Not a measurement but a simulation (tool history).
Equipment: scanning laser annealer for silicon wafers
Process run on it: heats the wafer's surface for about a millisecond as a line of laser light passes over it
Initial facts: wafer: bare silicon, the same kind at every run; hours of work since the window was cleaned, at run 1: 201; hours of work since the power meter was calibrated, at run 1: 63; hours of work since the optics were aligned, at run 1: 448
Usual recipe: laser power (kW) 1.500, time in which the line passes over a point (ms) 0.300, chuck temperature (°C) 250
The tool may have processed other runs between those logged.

run     day  laser power (kW)  time in which the line passes over a point (ms)  chuck temperature (°C)  hours of work since the window was cleaned  hours of work since the power meter was calibrated  hours of work since the optics were aligned  highest temperature of the surface (°C)
  1   0.000             1.500                                            0.300                     250                                         201                                                  63                                          448                                     1005
  2   0.446             1.500                                            0.300                     250                                         205                                                  68                                          453                                     1006
  3   1.204             1.500                                            0.300                     286                                         213                                                  76                                          461                                     1042
  4   1.675             1.500                                            0.300                     250                                         218                                                  81                                          466                                     1003
  5   2.417             1.500                                            0.300                     250                                         226                                                  89                                          473                                     1001
  6   3.288             1.500                                            0.300                     250                                         235                                                  98                                          482                                     1004
  7   4.012             1.500                                            0.300                     250                                         243                                                 105                                          490                                     1001
  8   4.929             1.500                                            0.300                     250                                         252                                                 115                                          499                                     1005
  9   5.371             1.500                                            0.300                     250                                         257                                                 119                                          504                                      999
 10   5.821             1.500                                            0.300                     271                                         261                                                 124                                          509                                     1019
 11   6.808             1.500                                            0.300                     271                                         272                                                 134                                          519                                     1024
 12   7.467             1.500                                            0.300                     271                                         278                                                 141                                          526                                     1018
      7.721  -- optics aligned, line set to its width
 13   8.508             1.500                                            0.300                     271                                         287                                                 150                                            8                                     1015
 14   9.246             1.500                                            0.300                     271                                         295                                                 157                                           16                                     1013
 15   9.721             1.500                                            0.300                     250                                         300                                                 162                                           21                                      996
 16  10.396             1.296                                            0.218                     218                                         307                                                 169                                           28                                      737
 17  10.862             1.416                                            0.212                     258                                         312                                                 174                                           33                                      834

For run 18, what comes out?
 18  11.625             1.638                                            0.346                     283                                         320                                                 182                                           41                                        ?

For run 18 the tool returned highest temperature of the surface (°C) 1183.
If the tool had no hidden condition, the same run with the same run-to-run variation would have returned highest temperature of the surface (°C) 1227.
